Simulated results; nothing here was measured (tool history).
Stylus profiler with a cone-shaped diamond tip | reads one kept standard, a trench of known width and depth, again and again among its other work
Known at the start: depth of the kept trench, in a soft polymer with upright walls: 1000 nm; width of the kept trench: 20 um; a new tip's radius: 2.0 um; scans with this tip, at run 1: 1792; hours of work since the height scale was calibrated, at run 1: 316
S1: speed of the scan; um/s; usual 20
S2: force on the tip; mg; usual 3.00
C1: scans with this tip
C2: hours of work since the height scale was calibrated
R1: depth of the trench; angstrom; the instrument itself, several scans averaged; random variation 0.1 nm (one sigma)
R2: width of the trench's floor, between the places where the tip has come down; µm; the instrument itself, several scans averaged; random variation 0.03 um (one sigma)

run	hour	S1	S2	C1	C2	R1	R2
1	0.0	20	3.00	1792	316	10203.1	16.19
2	22.4	20	3.00	1851	326	10205.6	16.17
3	38.5	20	3.00	1893	334	10205.1	16.19
4	52.0	20	3.00	1929	340	10206.7	16.18
5	64.0	20	3.00	1960	345	10205.5	16.17
6	85.7	20	3.00	2017	355	10205.9	16.15
7	106.0	20	3.00	2071	365	10207.5	16.16
8	121.1	20	3.00	2111	372	10205.7	16.15
9	144.9	20	3.00	2173	383	10205.9	16.22
10	168.1	20	3.00	2234	394	10206.7	16.14
11	193.8	20	3.00	2302	406	10206.6	16.14
12	207.9	32	3.00	2339	412	10205.0	16.10
13	220.2	32	3.00	2371	418	10206.7	16.04
14	233.6	20	1.48	2406	424	10132.1	16.04
15	252.4	20	1.48	2456	433	10132.7	16.10
16	274.0	20	1.48	2513	443	10132.8	16.02
17	296.7	20	1.48	2572	453	10133.2	16.02
18	311.2	20	3.00	2611	460	10207.7	16.10
19	333.8	20	3.00	2670	471	10208.7	16.13
20	356.3	20	3.00	2729	481	10207.2	16.08
21	372.2	20	3.00	2771	488	10208.8	16.05
22	387.6	20	3.00	2811	495	10208.2	16.15
23	402.6	20	3.00	2851	502	10208.9	16.07
24	427.5	28	4.36	2916	514	10267.4	16.04
25	444.3	28	4.36	2961	522	10265.7	16.06
26	464.1	72	7.47	3013	531	10378.6	15.96
27	487.1	9	7.47	3073	542	10378.9	16.20
28	510.2	15	2.09	3134	552	10165.5	16.06
29	531.3	65	2.09	3190	562	10166.7	15.78
30	553.8	29	3.87	3249	573	10247.0	16.01
31	568.3	52	2.21	3287	579	10173.2	15.76
32	588.9	52	2.21	3341	589	10173.9	15.75
33	613.7	6	1.22	3406	600	10120.7	16.07
34	636.2	20	4.90	3465	611	10289.1	16.05
35	652.2	20	4.90	3508	618	10285.5	16.02
36	675.4	23	2.41	3569	629	10185.3	15.93
37	693.4	23	2.41	3616	637	10185.1	15.98
38	705.0	23	2.41	3647	643	10186.3	15.99
39	720.5	8	3.00	3687	650	10211.2	16.03
40	740.6	43	2.24	3740	659	10175.4	15.76
41	766.7	43	2.24	3809	671	10177.1	15.86
42	777.2	5	1.90	3837	676	10161.2	16.08
43	797.2	29	4.86	3889	685	10287.7	15.93
44	807.8	18	3.62	3917	690	10238.9	15.98

Forecast each of these 5 alternatives for the next run:
A	829.8	10	2.23	3975	700	?	?
B	829.8	18	5.00	3975	700	?	?
C	829.8	10	3.20	3975	700	?	?
D	829.8	14	5.58	3975	700	?	?
E	829.8	56	2.09	3975	700	?	?

run	R1	R2
A	10176.9	15.99
B	10293.4	15.99
C	10222.2	15.99
D	10315.9	15.96
E	10170.5	15.68
Without the tool's hidden state the same runs would have given:
run	R1	R2
A	10163.3	16.44
B	10279.7	16.44
C	10208.7	16.45
D	10302.1	16.41
E	10157.0	16.13

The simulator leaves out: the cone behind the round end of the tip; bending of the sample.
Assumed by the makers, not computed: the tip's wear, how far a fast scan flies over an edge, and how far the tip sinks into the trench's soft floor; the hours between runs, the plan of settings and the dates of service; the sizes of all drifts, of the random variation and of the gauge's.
